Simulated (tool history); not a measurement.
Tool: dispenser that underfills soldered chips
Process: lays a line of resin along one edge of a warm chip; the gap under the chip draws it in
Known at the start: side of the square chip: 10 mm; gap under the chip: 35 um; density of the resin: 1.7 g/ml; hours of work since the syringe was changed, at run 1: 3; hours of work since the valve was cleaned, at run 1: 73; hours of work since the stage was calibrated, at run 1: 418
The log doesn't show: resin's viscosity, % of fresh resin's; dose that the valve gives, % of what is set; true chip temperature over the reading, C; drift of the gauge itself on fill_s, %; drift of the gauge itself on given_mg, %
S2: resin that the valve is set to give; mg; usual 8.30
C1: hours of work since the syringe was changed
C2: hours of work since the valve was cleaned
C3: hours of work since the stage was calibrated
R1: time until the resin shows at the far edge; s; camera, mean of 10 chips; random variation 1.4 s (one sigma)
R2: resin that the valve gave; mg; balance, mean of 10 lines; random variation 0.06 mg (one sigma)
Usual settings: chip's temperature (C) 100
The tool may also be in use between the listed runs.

{"run": 1, "hour": 0.0, "chip's temperature (C)": 100, "S2": 8.3, "C1": 3, "C2": 73, "C3": 418, "R1": 189.9, "R2": 7.69}
{"hour": 7.1, "done": "new syringe of resin"}
{"run": 2, "hour": 15.1, "chip's temperature (C)": 100, "S2": 7.46, "C1": 6, "C2": 83, "C3": 428, "R1": 235.5, "R2": 6.86}
{"hour": 17.8, "done": "new syringe of resin"}
{"run": 3, "hour": 26.6, "chip's temperature (C)": 100, "S2": 9.6, "C1": 6, "C2": 91, "C3": 436, "R1": 228.6, "R2": 8.8}
{"hour": 28.5, "done": "new syringe of resin"}
{"run": 4, "hour": 34.1, "chip's temperature (C)": 100, "S2": 9.47, "C1": 4, "C2": 96, "C3": 441, "R1": 201.0, "R2": 8.61}
{"hour": 39.9, "done": "new syringe of resin"}
{"run": 5, "hour": 45.8, "chip's temperature (C)": 100, "S2": 9.47, "C1": 4, "C2": 104, "C3": 449, "R1": 198.7, "R2": 8.62}
{"hour": 51.7, "done": "new syringe of resin"}
{"hour": 63.0, "done": "new syringe of resin"}
{"run": 6, "hour": 63.7, "chip's temperature (C)": 100, "S2": 9.47, "C1": 1, "C2": 116, "C3": 461, "R1": 158.7, "R2": 8.55}
{"hour": 74.4, "done": "new syringe of resin"}
{"run": 7, "hour": 80.4, "chip's temperature (C)": 100, "S2": 9.47, "C1": 4, "C2": 128, "C3": 472, "R1": 204.7, "R2": 8.44}
{"hour": 85.3, "done": "new syringe of resin"}
{"run": 8, "hour": 89.5, "chip's temperature (C)": 100, "S2": 7.39, "C1": 3, "C2": 134, "C3": 478, "R1": 205.6, "R2": 6.41}
{"hour": 95.9, "done": "new syringe of resin"}
{"hour": 102.1, "done": "dispensing valve cleaned and set on the balance"}
{"run": 9, "hour": 103.9, "chip's temperature (C)": 100, "S2": 7.39, "C1": 5, "C2": 1, "C3": 487, "R1": 221.1, "R2": 7.48}
{"hour": 107.5, "done": "new syringe of resin"}
{"run": 10, "hour": 114.7, "chip's temperature (C)": 100, "S2": 7.39, "C1": 5, "C2": 9, "C3": 495, "R1": 228.4, "R2": 7.31}
{"hour": 119.3, "done": "new syringe of resin"}
{"run": 11, "hour": 124.1, "chip's temperature (C)": 107, "S2": 7.92, "C1": 3, "C2": 15, "C3": 501, "R1": 154.9, "R2": 7.81}
{"hour": 130.5, "done": "new syringe of resin"}
{"run": 12, "hour": 134.8, "chip's temperature (C)": 113, "S2": 10.73, "C1": 3, "C2": 22, "C3": 508, "R1": 122.5, "R2": 10.51}
{"hour": 140.9, "done": "new syringe of resin"}
{"run": 13, "hour": 149.8, "chip's temperature (C)": 85, "S2": 8.62, "C1": 6, "C2": 32, "C3": 518, "R1": 408.4, "R2": 8.36}
{"hour": 152.4, "done": "new syringe of resin"}
{"run": 14, "hour": 158.6, "chip's temperature (C)": 104, "S2": 8.67, "C1": 4, "C2": 38, "C3": 524, "R1": 181.0, "R2": 8.46}
{"hour": 162.9, "done": "new syringe of resin"}
{"hour": 174.5, "done": "new syringe of resin"}
{"run": 15, "hour": 176.4, "chip's temperature (C)": 104, "S2": 8.67, "C1": 1, "C2": 50, "C3": 536, "R1": 149.7, "R2": 8.3}
{"hour": 184.9, "done": "new syringe of resin"}
{"run": 16, "hour": 189.6, "chip's temperature (C)": 107, "S2": 8.69, "C1": 3, "C2": 59, "C3": 545, "R1": 152.4, "R2": 8.2}

Measured less the same run without the tool's hidden state. The same run-to-run variation is in both; the gauge's scatter may not be:
run=1 R1=+54.2 R2=-0.53
run=2 R1=+96.1 R2=-0.55
run=3 R1=+95.6 R2=-0.77
run=4 R1=+67.7 R2=-0.80
run=5 R1=+66.4 R2=-0.86
run=6 R1=+28.3 R2=-0.95
run=7 R1=+72.5 R2=-1.04
run=8 R1=+65.0 R2=-0.84
run=9 R1=+81.4 R2=-0.01
run=10 R1=+87.4 R2=-0.06
run=11 R1=+45.9 R2=-0.11
run=12 R1=+36.7 R2=-0.21
run=13 R1=+179.3 R2=-0.25
run=14 R1=+63.5 R2=-0.29
run=15 R1=+33.8 R2=-0.37
run=16 R1=+49.0 R2=-0.44

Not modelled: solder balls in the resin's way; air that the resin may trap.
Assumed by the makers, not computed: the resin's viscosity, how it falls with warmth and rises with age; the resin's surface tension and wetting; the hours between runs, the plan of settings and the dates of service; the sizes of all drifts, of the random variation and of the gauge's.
